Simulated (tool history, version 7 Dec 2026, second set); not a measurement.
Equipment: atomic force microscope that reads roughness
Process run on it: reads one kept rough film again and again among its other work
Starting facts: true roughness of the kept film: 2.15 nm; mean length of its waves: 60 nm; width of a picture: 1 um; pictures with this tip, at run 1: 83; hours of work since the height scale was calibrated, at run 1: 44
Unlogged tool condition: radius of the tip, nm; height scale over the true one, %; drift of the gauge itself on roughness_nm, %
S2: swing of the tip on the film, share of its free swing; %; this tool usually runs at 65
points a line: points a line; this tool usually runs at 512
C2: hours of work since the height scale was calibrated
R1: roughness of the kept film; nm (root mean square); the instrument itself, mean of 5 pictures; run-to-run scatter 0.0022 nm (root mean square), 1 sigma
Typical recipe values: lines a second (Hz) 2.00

run 1 hour=0.0 | lines_a_second_(Hz)=2.00 S2=65 points_a_line=512 | pictures_with_this_tip=83 C2=44 | R1=2.034
run 2 hour=9.5 | lines_a_second_(Hz)=2.00 S2=65 points_a_line=512 | pictures_with_this_tip=96 C2=48 | R1=2.035
run 3 hour=19.0 | lines_a_second_(Hz)=2.00 S2=65 points_a_line=726 | pictures_with_this_tip=109 C2=51 | R1=2.030
run 4 hour=23.1 | lines_a_second_(Hz)=2.00 S2=65 points_a_line=286 | pictures_with_this_tip=114 C2=53 | R1=2.022
run 5 hour=28.4 | lines_a_second_(Hz)=2.00 S2=65 points_a_line=286 | pictures_with_this_tip=121 C2=55 | R1=2.022
run 6 hour=35.8 | lines_a_second_(Hz)=2.00 S2=65 points_a_line=286 | pictures_with_this_tip=131 C2=58 | R1=2.019
run 7 hour=44.0 | lines_a_second_(Hz)=2.00 S2=62 points_a_line=286 | pictures_with_this_tip=141 C2=61 | R1=2.027
run 8 hour=50.1 | lines_a_second_(Hz)=2.00 S2=62 points_a_line=286 | pictures_with_this_tip=150 C2=64 | R1=2.025
run 9 hour=59.1 | lines_a_second_(Hz)=0.58 S2=62 points_a_line=458 | pictures_with_this_tip=161 C2=67 | R1=2.060
run 10 hour=63.8 | lines_a_second_(Hz)=2.00 S2=56 points_a_line=512 | pictures_with_this_tip=168 C2=69 | R1=2.039
run 11 hour=68.4 | lines_a_second_(Hz)=2.00 S2=56 points_a_line=512 | pictures_with_this_tip=174 C2=71 | R1=2.040
run 12 hour=76.6 | lines_a_second_(Hz)=2.00 S2=58 points_a_line=399 | pictures_with_this_tip=185 C2=74 | R1=2.035
run 13 hour=82.0 | lines_a_second_(Hz)=2.00 S2=58 points_a_line=399 | pictures_with_this_tip=192 C2=77 | R1=2.033
run 14 hour=90.9 | lines_a_second_(Hz)=2.00 S2=58 points_a_line=399 | pictures_with_this_tip=203 C2=80 | R1=2.028

Branching from run 14: 5 alternative next runs. What would each branch give?
run A hour=96.3 | lines_a_second_(Hz)=0.73 S2=87 points_a_line=512 | pictures_with_this_tip=210 C2=82 | R1=?
run B hour=96.3 | lines_a_second_(Hz)=2.00 S2=58 points_a_line=512 | pictures_with_this_tip=210 C2=82 | R1=?
run C hour=96.3 | lines_a_second_(Hz)=2.00 S2=56 points_a_line=399 | pictures_with_this_tip=210 C2=82 | R1=?
run D hour=96.3 | lines_a_second_(Hz)=1.73 S2=59 points_a_line=512 | pictures_with_this_tip=210 C2=82 | R1=?
run E hour=96.3 | lines_a_second_(Hz)=2.00 S2=65 points_a_line=273 | pictures_with_this_tip=210 C2=82 | R1=?

run=A R1=2.002
run=B R1=2.030
run=C R1=2.034
run=D R1=2.031
run=E R1=2.004
Take away the tool's hidden state, keep each run's random variation, and the runs would have read:
run=A R1=2.048
run=B R1=2.077
run=C R1=2.081
run=D R1=2.078
run=E R1=2.050
